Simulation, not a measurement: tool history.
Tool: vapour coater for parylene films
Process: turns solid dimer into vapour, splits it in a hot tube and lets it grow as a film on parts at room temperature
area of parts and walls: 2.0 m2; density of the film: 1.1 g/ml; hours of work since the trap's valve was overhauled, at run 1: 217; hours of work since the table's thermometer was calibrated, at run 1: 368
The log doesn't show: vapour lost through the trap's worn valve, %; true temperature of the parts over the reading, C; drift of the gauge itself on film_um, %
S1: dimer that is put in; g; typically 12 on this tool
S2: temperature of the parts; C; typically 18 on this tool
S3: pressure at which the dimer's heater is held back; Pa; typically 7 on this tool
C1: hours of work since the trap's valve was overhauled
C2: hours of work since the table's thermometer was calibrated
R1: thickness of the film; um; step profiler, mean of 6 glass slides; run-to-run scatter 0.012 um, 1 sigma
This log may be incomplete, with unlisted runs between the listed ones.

{"run": 1, "hour": 0.0, "S1": 12, "S2": 18, "S3": 7, "C1": 217, "C2": 368, "R1": 2.26}
{"run": 2, "hour": 14.4, "S1": 12, "S2": 18, "S3": 7, "C1": 227, "C2": 378, "R1": 2.27}
{"run": 3, "hour": 45.0, "S1": 12, "S2": 18, "S3": 7, "C1": 247, "C2": 398, "R1": 2.25}
{"run": 4, "hour": 68.9, "S1": 10, "S2": 18, "S3": 7, "C1": 263, "C2": 414, "R1": 1.86}
{"run": 5, "hour": 91.6, "S1": 12, "S2": 18, "S3": 5.27, "C1": 278, "C2": 429, "R1": 2.35}
{"run": 6, "hour": 123.3, "S1": 12, "S2": 14, "S3": 7, "C1": 299, "C2": 450, "R1": 2.69}
{"run": 7, "hour": 149.8, "S1": 12, "S2": 14, "S3": 7, "C1": 316, "C2": 467, "R1": 2.67}
{"run": 8, "hour": 166.0, "S1": 12, "S2": 18, "S3": 2.33, "C1": 327, "C2": 478, "R1": 2.66}
{"run": 9, "hour": 187.2, "S1": 12, "S2": 18, "S3": 7, "C1": 341, "C2": 492, "R1": 2.22}
{"run": 10, "hour": 222.7, "S1": 12, "S2": 18, "S3": 7, "C1": 365, "C2": 516, "R1": 2.2}
{"run": 11, "hour": 241.4, "S1": 12, "S2": 18, "S3": 7, "C1": 377, "C2": 528, "R1": 2.19}
{"run": 12, "hour": 275.0, "S1": 12, "S2": 18, "S3": 7, "C1": 399, "C2": 550, "R1": 2.15}
{"hour": 293.8, "done": "trap's valve overhauled"}
{"run": 13, "hour": 293.9, "S1": 12, "S2": 18, "S3": 7, "C1": 0, "C2": 560, "R1": 2.42}
{"run": 14, "hour": 320.7, "S1": 12, "S2": 18, "S3": 7, "C1": 18, "C2": 578, "R1": 2.4}
{"run": 15, "hour": 346.9, "S1": 12, "S2": 18, "S3": 7, "C1": 35, "C2": 596, "R1": 2.38}
{"run": 16, "hour": 361.7, "S1": 12, "S2": 18, "S3": 7, "C1": 45, "C2": 605, "R1": 2.37}
{"run": 17, "hour": 387.7, "S1": 12, "S2": 18, "S3": 7, "C1": 62, "C2": 623, "R1": 2.36}
{"run": 18, "hour": 409.0, "S1": 15, "S2": 18, "S3": 7, "C1": 76, "C2": 637, "R1": 2.97}
{"run": 19, "hour": 430.6, "S1": 15, "S2": 18, "S3": 7, "C1": 91, "C2": 651, "R1": 2.94}
{"run": 20, "hour": 446.5, "S1": 15, "S2": 18, "S3": 7, "C1": 101, "C2": 662, "R1": 2.95}
{"run": 21, "hour": 471.6, "S1": 15, "S2": 18, "S3": 7, "C1": 118, "C2": 678, "R1": 2.94}
{"run": 22, "hour": 504.7, "S1": 15, "S2": 18, "S3": 7, "C1": 140, "C2": 700, "R1": 2.91}
{"run": 23, "hour": 531.9, "S1": 11, "S2": 18, "S3": 2.29, "C1": 158, "C2": 718, "R1": 2.58}
{"run": 24, "hour": 557.3, "S1": 6, "S2": 18, "S3": 6.59, "C1": 175, "C2": 735, "R1": 1.18}
{"run": 25, "hour": 587.0, "S1": 6, "S2": 18, "S3": 6.59, "C1": 195, "C2": 755, "R1": 1.15}
{"run": 26, "hour": 604.3, "S1": 8, "S2": 15, "S3": 7, "C1": 206, "C2": 766, "R1": 1.74}
{"run": 27, "hour": 638.3, "S1": 12, "S2": 17, "S3": 4.62, "C1": 229, "C2": 789, "R1": 2.57}
{"run": 28, "hour": 669.6, "S1": 18, "S2": 17, "S3": 4.62, "C1": 249, "C2": 810, "R1": 3.82}
{"run": 29, "hour": 692.2, "S1": 11, "S2": 21, "S3": 3.12, "C1": 264, "C2": 825, "R1": 2.05}
{"run": 30, "hour": 717.8, "S1": 6, "S2": 18, "S3": 7, "C1": 281, "C2": 842, "R1": 1.12}
{"run": 31, "hour": 735.9, "S1": 6, "S2": 18, "S3": 7, "C1": 293, "C2": 854, "R1": 1.13}
{"run": 32, "hour": 766.6, "S1": 6, "S2": 15, "S3": 4.06, "C1": 314, "C2": 874, "R1": 1.38}
{"run": 33, "hour": 801.8, "S1": 7, "S2": 15, "S3": 3.79, "C1": 337, "C2": 897, "R1": 1.65}
{"run": 34, "hour": 820.9, "S1": 7, "S2": 13, "S3": 7, "C1": 350, "C2": 910, "R1": 1.61}
{"run": 35, "hour": 851.7, "S1": 21, "S2": 16, "S3": 3.89, "C1": 370, "C2": 930, "R1": 4.66}
{"run": 36, "hour": 876.9, "S1": 12, "S2": 13, "S3": 7.93, "C1": 387, "C2": 947, "R1": 2.69}
{"run": 37, "hour": 895.8, "S1": 14, "S2": 17, "S3": 5.23, "C1": 399, "C2": 960, "R1": 2.79}
{"hour": 914.4, "done": "trap's valve overhauled"}
{"run": 38, "hour": 931.8, "S1": 8, "S2": 28, "S3": 3.02, "C1": 12, "C2": 981, "R1": 1.19}
{"run": 39, "hour": 959.7, "S1": 15, "S2": 16, "S3": 3.2, "C1": 30, "C2": 1000, "R1": 3.83}
{"run": 40, "hour": 986.8, "S1": 15, "S2": 16, "S3": 3.2, "C1": 48, "C2": 1017, "R1": 3.79}
{"run": 41, "hour": 1020.5, "S1": 6, "S2": 23, "S3": 2.64, "C1": 70, "C2": 1040, "R1": 1.14}
{"run": 42, "hour": 1047.8, "S1": 6, "S2": 12, "S3": 2.64, "C1": 89, "C2": 1058, "R1": 1.86}
{"run": 43, "hour": 1077.2, "S1": 17, "S2": 16, "S3": 3.56, "C1": 108, "C2": 1077, "R1": 4.17}
{"run": 44, "hour": 1102.3, "S1": 17, "S2": 23, "S3": 3.3, "C1": 125, "C2": 1094, "R1": 3.06}

4 options for the next run, each taken on its own from the tool as it stands now. Forecast them:
{"run": "A", "hour": 1128.7, "S1": 17, "S2": 23, "S3": 2.97, "C1": 142, "C2": 1112, "R1": "?"}
{"run": "B", "hour": 1128.7, "S1": 9, "S2": 11, "S3": 4.34, "C1": 142, "C2": 1112, "R1": "?"}
{"run": "C", "hour": 1128.7, "S1": 17, "S2": 12, "S3": 6.86, "C1": 142, "C2": 1112, "R1": "?"}
{"run": "D", "hour": 1128.7, "S1": 12, "S2": 25, "S3": 7, "C1": 142, "C2": 1112, "R1": "?"}

run=A R1=3.09
run=B R1=2.66
run=C R1=4.46
run=D R1=1.73
Had the tool no hidden state, the same runs would have come out as:
run=A R1=3.1
run=B R1=2.67
run=C R1=4.48
run=D R1=1.73
